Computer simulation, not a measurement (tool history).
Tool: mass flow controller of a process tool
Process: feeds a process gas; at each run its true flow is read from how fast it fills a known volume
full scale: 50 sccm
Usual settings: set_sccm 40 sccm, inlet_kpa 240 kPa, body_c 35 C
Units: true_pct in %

run	hour	set_sccm	inlet_kpa	body_c	true_pct
1	0.0	40	240	35	98.76
2	77.3	40	240	35	98.80
3	137.5	40	165	35	98.59
4	186.9	40	165	35	98.66
5	242.6	40	165	35	98.71
6	279.4	40	165	35	98.64
7	358.7	40	168	35	98.70
8	408.6	40	271	35	98.80
9	479.3	40	271	35	98.92
10	555.9	40	240	33	98.82
11	627.2	40	240	35	98.78
12	693.3	40	240	33	98.93
13	746.6	40	240	33	98.91
14	823.0	40	240	35	98.72
15	903.0	40	240	35	98.83
16	953.8	40	240	34	98.81
17	1038.4	40	240	34	98.82
18	1124.2	40	240	34	98.87
19	1193.5	40	240	34	98.75
20	1252.6	40	240	34	98.73
21	1295.8	40	240	35	98.77
22	1375.3	40	240	35	98.82
23	1459.9	40	240	35	98.70
24	1514.8	40	267	35	98.77
25	1553.5	7	240	35	96.80
26	1632.5	26	240	35	97.87
27	1701.2	26	240	35	97.98
28	1742.6	26	240	35	97.97
29	1808.9	26	229	35	97.91
30	1878.1	26	223	35	97.93
31	1932.4	26	223	35	97.92
32	1967.8	26	250	25	98.57
33	2040.7	12	250	25	97.98
34	2086.2	10	240	33	97.11
35	2126.7	11	267	28	97.62
36	2169.3	12	253	28	97.71
37	2234.1	14	256	35	97.23
38	2321.1	14	256	35	97.27
39	2369.8	8	240	26	97.50
40	2445.4	12	240	35	97.06
41	2511.0	8	240	23	97.76
42	2564.1	8	240	23	97.73
43	2609.4	40	240	23	99.56
44	2656.6	44	224	36	99.02
45	2713.3	40	240	40	98.31
46	2762.1	40	240	40	98.39
47	2802.7	40	195	21	99.54
48	2871.5	5	199	32	96.86
49	2939.7	17	199	30	97.75
50	3004.6	11	149	35	96.99

3 ways to go on from here, each from the tool as it stands after run 50. What would each give?
A	3089.9	40	247	29	?
B	3089.9	32	149	20	?
C	3089.9	27	265	22	?

run	true_pct
A	99.21
B	99.14
C	98.94
Without the tool's hidden state the same runs would have given:
run	true_pct
A	99.22
B	99.15
C	98.94
